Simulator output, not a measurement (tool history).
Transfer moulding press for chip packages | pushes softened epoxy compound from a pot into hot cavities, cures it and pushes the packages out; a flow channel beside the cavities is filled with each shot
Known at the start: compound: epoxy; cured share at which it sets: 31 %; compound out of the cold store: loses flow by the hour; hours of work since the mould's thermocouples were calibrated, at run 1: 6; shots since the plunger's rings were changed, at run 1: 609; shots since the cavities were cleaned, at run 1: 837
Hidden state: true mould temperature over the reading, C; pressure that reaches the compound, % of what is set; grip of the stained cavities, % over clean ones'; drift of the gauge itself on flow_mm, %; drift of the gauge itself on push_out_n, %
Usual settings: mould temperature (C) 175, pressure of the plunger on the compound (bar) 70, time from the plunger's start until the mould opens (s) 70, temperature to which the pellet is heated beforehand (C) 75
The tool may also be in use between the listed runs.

run,hour,mould temperature (C),pressure of the plunger on the compound (bar),time from the plunger's start until the mould opens (s),temperature to which the pellet is heated beforehand (C),hours of work since the mould's thermocouples were calibrated,shots since the plunger's rings were changed,shots since the cavities were cleaned,incoming compound's hours out of the cold store,length that the compound runs in the flow channel (mm),greatest force on the pins that push the packages out (N)
1,0,175,70,70,75,6,609,837,44.5,589,668
# hour 11.5: cavities cleaned with cleaning compound and waxed
2,33.4,175,70,62,75,19,960,240,31.7,624,765
3,74.4,175,70,70,75,36,1411,691,29.6,617,675
# hour 97.2: cavities cleaned with cleaning compound and waxed
4,122.5,175,70,70,75,56,1924,279,9.3,641,634
5,143.2,175,70,70,75,64,2151,506,14.8,640,676
# hour 182.3: cavities cleaned with cleaning compound and waxed
6,189.3,175,70,70,75,83,2641,76,45.1,570,518
7,227.5,175,64.9,70,75,99,3062,497,46.1,555,618
8,257.2,175,64.9,70,75,111,3388,823,26.1,590,682
# hour 268.6: cavities cleaned with cleaning compound and waxed
9,291.2,175,64.9,70,75,125,3745,248,32.5,570,570
10,333,175,82.1,70,75,143,4204,707,9.1,688,691
# hour 355.6: cavities cleaned with cleaning compound and waxed
11,355.6,175,82.1,70,75,151,4437,0,46.9,603,505
# hour 388.8: plunger's sealing rings changed
12,398.1,175,78.9,70,75,168,102,440,17.2,688,625
# hour 443.2: cavities cleaned with cleaning compound and waxed
13,443.4,175,78.9,70,75,186,584,3,22.9,679,538
14,474.2,175,70,70,75,199,922,341,24.9,633,624
15,499.7,175,70,70,75,210,1202,621,38.1,605,644
# hour 529.5: cavities cleaned with cleaning compound and waxed
16,543.9,182,63.1,94,73,228,1672,159,21.5,582,389
17,574.6,182,63.1,94,73,241,2009,496,14.4,597,432
# hour 579.1: mould's thermocouples calibrated
# hour 619: cavities cleaned with cleaning compound and waxed
18,627.4,174,86.8,85,75,20,2552,93,29.5,671,424
19,649.8,174,86.8,85,75,29,2798,339,12.6,721,472
# hour 695.5: mould's thermocouples calibrated, once more
20,695.5,176,70,55,75,0,3278,819,38.2,592,1189
# hour 709.1: cavities cleaned with cleaning compound and waxed
21,735.6,181,63,56,75,16,3702,291,19.3,562,658
22,776.4,175,70,109,66,33,4151,740,20.2,620,462
# hour 794.5: cavities cleaned with cleaning compound and waxed
23,808.1,176,73,66,73,46,4483,149,11.6,641,639
# hour 839.5: plunger's sealing rings changed
24,861.1,181,58,70,74,67,239,705,16,581,502
# hour 883.6: cavities cleaned with cleaning compound and waxed
25,886.7,174,70.3,70,74,77,504,34,16.1,663,582
26,917.2,179,70.3,61,74,90,839,369,45.7,589,632
27,949.7,180,64.7,54,79,103,1197,727,39.5,557,842
# hour 970.9: cavities cleaned with cleaning compound and waxed
28,979.5,176,83.8,93,69,115,1508,96,31.1,660,386

4 ways to go on from here, each from the tool as it stands after run 28. What would each give?
A,1015.1,176,83.8,56,69,130,1899,487,23.7,?,?
B,1015.1,175,79.9,70,75,130,1899,487,16.6,?,?
C,1015.1,175,70,76,76,130,1899,487,16.5,?,?
D,1015.1,167,70,70,75,130,1899,487,14.6,?,?

run,length that the compound runs in the flow channel (mm),greatest force on the pins that push the packages out (N)
A,682,1048
B,690,646
C,645,561
D,669,1222
Without the tool's hidden state the same runs would have given:
run,length that the compound runs in the flow channel (mm),greatest force on the pins that push the packages out (N)
A,702,830
B,710,512
C,664,444
D,688,967

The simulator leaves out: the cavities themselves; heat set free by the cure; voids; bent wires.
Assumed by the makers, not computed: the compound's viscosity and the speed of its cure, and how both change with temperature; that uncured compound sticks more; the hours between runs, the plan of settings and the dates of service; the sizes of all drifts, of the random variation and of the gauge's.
